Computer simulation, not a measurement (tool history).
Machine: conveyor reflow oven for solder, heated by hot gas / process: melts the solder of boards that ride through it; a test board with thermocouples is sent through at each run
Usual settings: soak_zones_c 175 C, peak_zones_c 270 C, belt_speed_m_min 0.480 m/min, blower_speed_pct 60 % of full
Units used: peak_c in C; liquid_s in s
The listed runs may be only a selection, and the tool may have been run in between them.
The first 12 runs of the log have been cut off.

{"run": 13, "day": 7.75, "soak_zones_c": 175, "peak_zones_c": 270, "belt_speed_m_min": 0.48, "blower_speed_pct": 60, "peak_c": 250.1, "liquid_s": 63.0}
{"run": 14, "day": 8.408, "soak_zones_c": 175, "peak_zones_c": 270, "belt_speed_m_min": 0.48, "blower_speed_pct": 60, "peak_c": 250.3, "liquid_s": 62.9}
{"run": 15, "day": 9.158, "soak_zones_c": 175, "peak_zones_c": 270, "belt_speed_m_min": 0.48, "blower_speed_pct": 60, "peak_c": 249.7, "liquid_s": 63.6}
{"run": 16, "day": 10.038, "soak_zones_c": 175, "peak_zones_c": 270, "belt_speed_m_min": 0.48, "blower_speed_pct": 60, "peak_c": 249.8, "liquid_s": 62.6}
{"run": 17, "day": 10.675, "soak_zones_c": 173, "peak_zones_c": 270, "belt_speed_m_min": 0.43, "blower_speed_pct": 54, "peak_c": 252.0, "liquid_s": 72.2}
{"run": 18, "day": 11.108, "soak_zones_c": 175, "peak_zones_c": 270, "belt_speed_m_min": 0.479, "blower_speed_pct": 83, "peak_c": 255.2, "liquid_s": 68.1}
{"run": 19, "day": 11.508, "soak_zones_c": 168, "peak_zones_c": 270, "belt_speed_m_min": 0.433, "blower_speed_pct": 51, "peak_c": 250.0, "liquid_s": 67.3}
{"run": 20, "day": 12.329, "soak_zones_c": 175, "peak_zones_c": 270, "belt_speed_m_min": 0.409, "blower_speed_pct": 60, "peak_c": 254.6, "liquid_s": 80.8}
{"run": 21, "day": 13.312, "soak_zones_c": 161, "peak_zones_c": 270, "belt_speed_m_min": 0.48, "blower_speed_pct": 59, "peak_c": 246.2, "liquid_s": 54.3}
{"run": 22, "day": 13.975, "soak_zones_c": 161, "peak_zones_c": 268, "belt_speed_m_min": 0.426, "blower_speed_pct": 59, "peak_c": 249.4, "liquid_s": 65.8}
{"run": 23, "day": 14.525, "soak_zones_c": 161, "peak_zones_c": 268, "belt_speed_m_min": 0.426, "blower_speed_pct": 59, "peak_c": 249.0, "liquid_s": 65.2}
{"run": 24, "day": 15.408, "soak_zones_c": 161, "peak_zones_c": 268, "belt_speed_m_min": 0.426, "blower_speed_pct": 59, "peak_c": 249.0, "liquid_s": 65.0}
{"run": 25, "day": 15.825, "soak_zones_c": 175, "peak_zones_c": 268, "belt_speed_m_min": 0.445, "blower_speed_pct": 60, "peak_c": 250.6, "liquid_s": 69.2}
{"day": 16.521, "done": "flux residue cleaned out of gas plates and filters"}
{"run": 26, "day": 16.817, "soak_zones_c": 182, "peak_zones_c": 284, "belt_speed_m_min": 0.48, "blower_speed_pct": 60, "peak_c": 266.0, "liquid_s": 78.0}
{"run": 27, "day": 17.271, "soak_zones_c": 182, "peak_zones_c": 284, "belt_speed_m_min": 0.554, "blower_speed_pct": 60, "peak_c": 259.9, "liquid_s": 64.0}
{"run": 28, "day": 18.062, "soak_zones_c": 182, "peak_zones_c": 263, "belt_speed_m_min": 0.47, "blower_speed_pct": 79, "peak_c": 251.9, "liquid_s": 71.6}
{"run": 29, "day": 18.992, "soak_zones_c": 182, "peak_zones_c": 263, "belt_speed_m_min": 0.47, "blower_speed_pct": 79, "peak_c": 251.3, "liquid_s": 71.8}
{"run": 30, "day": 19.704, "soak_zones_c": 175, "peak_zones_c": 270, "belt_speed_m_min": 0.48, "blower_speed_pct": 86, "peak_c": 257.6, "liquid_s": 71.9}
{"run": 31, "day": 20.629, "soak_zones_c": 171, "peak_zones_c": 277, "belt_speed_m_min": 0.48, "blower_speed_pct": 86, "peak_c": 263.6, "liquid_s": 73.9}
{"run": 32, "day": 21.217, "soak_zones_c": 171, "peak_zones_c": 277, "belt_speed_m_min": 0.474, "blower_speed_pct": 55, "peak_c": 256.2, "liquid_s": 67.9}

Branching from run 32: 3 alternative next runs. What would each branch give?
{"run": "A", "day": 22.104, "soak_zones_c": 175, "peak_zones_c": 265, "belt_speed_m_min": 0.48, "blower_speed_pct": 55, "peak_c": "?", "liquid_s": "?"}
{"run": "B", "day": 22.104, "soak_zones_c": 160, "peak_zones_c": 281, "belt_speed_m_min": 0.389, "blower_speed_pct": 55, "peak_c": "?", "liquid_s": "?"}
{"run": "C", "day": 22.104, "soak_zones_c": 166, "peak_zones_c": 266, "belt_speed_m_min": 0.41, "blower_speed_pct": 60, "peak_c": "?", "liquid_s": "?"}

run=A peak_c=245.9 liquid_s=59.4
run=B peak_c=264.9 liquid_s=87.1
run=C peak_c=251.7 liquid_s=74.4
Had the tool no hidden state, the same runs would have come out as:
run=A peak_c=247.6 liquid_s=60.9
run=B peak_c=266.7 liquid_s=88.0
run=C peak_c=253.5 liquid_s=75.7
